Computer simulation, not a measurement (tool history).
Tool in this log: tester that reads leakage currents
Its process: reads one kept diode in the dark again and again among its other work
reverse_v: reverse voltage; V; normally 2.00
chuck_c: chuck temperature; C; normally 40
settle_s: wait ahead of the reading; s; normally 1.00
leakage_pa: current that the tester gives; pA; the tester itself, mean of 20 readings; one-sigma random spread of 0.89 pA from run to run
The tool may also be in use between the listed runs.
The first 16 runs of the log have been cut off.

run    hour  reverse_v  chuck_c  settle_s  leakage_pa
 17   445.5       2.77       40      1.00      342.79
 18   468.5       2.77       40      1.72      342.25
 19   491.8       2.77       40      1.72      342.99
 20   519.8       2.77       40      1.72      342.62
 21   549.2       3.40       23      9.61       88.78
 22   564.2      10.82       23      0.35      174.18
 23   598.2      12.99       29      3.71      322.52
 24   614.1      12.99       29      3.71      322.87
 25   633.2       1.06       29      4.84       78.67
 26   664.4       1.06       29      4.84       78.21
 27   691.2       1.06       29      4.84       78.28
 28   713.5       1.06       29      4.84       78.25
 29   731.9       2.00       30      5.69      121.80
 30   755.2       2.00       52      2.08      725.07
 31   792.1       9.65       48      2.82     1300.19
 32   819.4       9.65       48      2.82     1300.58
 33   835.3       9.65       48      2.82     1293.04
 34   857.0       9.65       48      2.82     1299.95
 35   891.8       2.06       35      3.37      190.08
 36   927.2       2.06       35      3.37      190.37
 37   959.5       2.06       35      3.37      189.16
 38   993.5       2.06       35      3.37      190.08
 39  1029.3      13.93       29      9.78      337.26

Forecast each of these 3 alternatives for the next run:
  A  1061.1       2.00       37      1.00           ?
  B  1061.1      13.93       39      9.78           ?
  C  1061.1       4.66       60      9.78           ?

run  leakage_pa
  A      220.13
  B      777.14
  C     2100.40
What these runs would have given with no unlogged condition in the tool:
run  leakage_pa
  A      231.09
  B      811.85
  C     2197.27
